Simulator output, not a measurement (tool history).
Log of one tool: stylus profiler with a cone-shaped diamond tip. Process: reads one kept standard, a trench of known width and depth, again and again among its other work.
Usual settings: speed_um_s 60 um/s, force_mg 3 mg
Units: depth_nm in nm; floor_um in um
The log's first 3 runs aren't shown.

| run | hour | speed_um_s | force_mg | scans with this tip | hours of work since the height scale was calibrated | depth_nm | floor_um |
|---|---|---|---|---|---|---|---|
| 4 | 316.8 | 127 | 3 | 13022 | 773 | 509.07 | 95.72 |
| 5 | 411 | 60 | 3 | 13398 | 848 | 509.35 | 96 |
| 6 | 549.4 | 60 | 3 | 13950 | 959 | 509.53 | 96.02 |
| 7 | 623 | 60 | 3 | 14244 | 1018 | 509.3 | 96 |
| 8 | 693.4 | 60 | 3 | 14524 | 1074 | 509.6 | 96.01 |
| 9 | 792.2 | 60 | 3 | 14918 | 1153 | 509.57 | 95.96 |
| 10 | 857.7 | 28 | 3 | 15180 | 1205 | 509.39 | 96.17 |
| 11 | 923.8 | 28 | 3 | 15443 | 1258 | 509.66 | 96.12 |
| 12 | 1039.7 | 21 | 3 | 15905 | 1350 | 509.57 | 96.18 |
| 13 | 1100.9 | 21 | 3 | 16149 | 1399 | 509.89 | 96.14 |
| 14 | 1221.9 | 21 | 3 | 16632 | 1496 | 509.66 | 96.17 |
| 15 | 1339.6 | 21 | 3 | 17102 | 1590 | 509.95 | 96.17 |
| 16 | 1464 | 21 | 6.57 | 17597 | 1689 | 515.83 | 96.15 |
| 17 | 1561.8 | 60 | 3.39 | 17987 | 1767 | 510.82 | 95.9 |
|  | 1591.5 | height scale calibrated on a step standard |
| 18 | 1671.3 | 60 | 3 | 18422 | 64 | 508.45 | 95.78 |
| 19 | 1803.7 | 60 | 3 | 18950 | 169 | 508.56 | 95.8 |
| 20 | 1925.5 | 60 | 3 | 19436 | 267 | 508.48 | 95.78 |
| 21 | 2036.7 | 176 | 1.27 | 19880 | 355 | 505.23 | 94.57 |

Forecast run 22:
| 22 | 2169.1 | 35 | 2.52 | 20407 | 461 | ? | ? |

depth_nm: 507.77 nm
floor_um: 95.84 um
Without the tool's hidden state the same run would have given depth_nm 507.22 nm, floor_um 96.74 um.
